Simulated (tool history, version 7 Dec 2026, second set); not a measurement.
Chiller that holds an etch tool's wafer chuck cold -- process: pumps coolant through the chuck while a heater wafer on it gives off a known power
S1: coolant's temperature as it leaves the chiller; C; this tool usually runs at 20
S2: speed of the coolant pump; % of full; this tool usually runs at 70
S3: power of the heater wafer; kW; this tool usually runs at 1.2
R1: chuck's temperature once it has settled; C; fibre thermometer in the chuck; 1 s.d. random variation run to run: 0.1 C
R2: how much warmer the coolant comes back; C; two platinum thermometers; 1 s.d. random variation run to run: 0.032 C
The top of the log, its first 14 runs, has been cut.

{"day": 34.492, "done": "gauge calibrated"}
{"run": 15, "day": 34.821, "S1": 20, "S2": 70, "S3": 0.901, "R1": 27.2, "R2": 3.12}
{"run": 16, "day": 38.033, "S1": 20, "S2": 70, "S3": 0.901, "R1": 27.2, "R2": 3.11}
{"run": 17, "day": 39.821, "S1": 20, "S2": 95, "S3": 0.972, "R1": 26.3, "R2": 2.38}
{"run": 18, "day": 42.196, "S1": 11, "S2": 86, "S3": 1.188, "R1": 19.1, "R2": 3.24}
{"run": 19, "day": 44.604, "S1": 20, "S2": 68, "S3": 1.2, "R1": 29.7, "R2": 4.15}
{"run": 20, "day": 47.692, "S1": 19, "S2": 84, "S3": 1.409, "R1": 28.9, "R2": 3.97}
{"run": 21, "day": 50.554, "S1": 19, "S2": 84, "S3": 1.409, "R1": 28.8, "R2": 3.9}
{"run": 22, "day": 53.112, "S1": 27, "S2": 61, "S3": 1.67, "R1": 41.6, "R2": 6.45}
{"run": 23, "day": 56.354, "S1": 20, "S2": 70, "S3": 0.713, "R1": 25.5, "R2": 2.34}
{"run": 24, "day": 58.288, "S1": 20, "S2": 70, "S3": 0.842, "R1": 26.5, "R2": 2.77}
{"run": 25, "day": 59.942, "S1": 14, "S2": 70, "S3": 0.842, "R1": 20.6, "R2": 2.73}
{"run": 26, "day": 63.308, "S1": 14, "S2": 70, "S3": 0.842, "R1": 20.7, "R2": 2.71}
{"run": 27, "day": 64.983, "S1": 14, "S2": 70, "S3": 0.842, "R1": 20.7, "R2": 2.71}
{"run": 28, "day": 66.742, "S1": 18, "S2": 71, "S3": 0.842, "R1": 24.5, "R2": 2.67}
{"run": 29, "day": 69.562, "S1": 12, "S2": 98, "S3": 1.428, "R1": 20.9, "R2": 3.25}
{"run": 30, "day": 72.012, "S1": 12, "S2": 98, "S3": 1.428, "R1": 20.8, "R2": 3.28}
{"run": 31, "day": 74.738, "S1": 19, "S2": 96, "S3": 0.644, "R1": 23.1, "R2": 1.4}

3 ways to go on from here, each from the tool as it stands after run 31. What would each give?
{"day": 75.258, "done": "chiller's thermometer calibrated"}
{"run": "A", "day": 77.946, "S1": 20, "S2": 61, "S3": 1.2, "R1": "?", "R2": "?"}
{"day": 75.258, "done": "chiller's thermometer calibrated"}
{"run": "B", "day": 77.946, "S1": 24, "S2": 70, "S3": 0.9, "R1": "?", "R2": "?"}
{"day": 75.258, "done": "chiller's thermometer calibrated"}
{"run": "C", "day": 77.946, "S1": 12, "S2": 70, "S3": 1.2, "R1": "?", "R2": "?"}

run=A R1=30.5 R2=4.49
run=B R1=31.2 R2=2.88
run=C R1=21.5 R2=3.87
Without the tool's unlogged condition, the same runs would have read:
run=A R1=30.4 R2=4.73
run=B R1=31.2 R2=3.11
run=C R1=21.5 R2=4.11
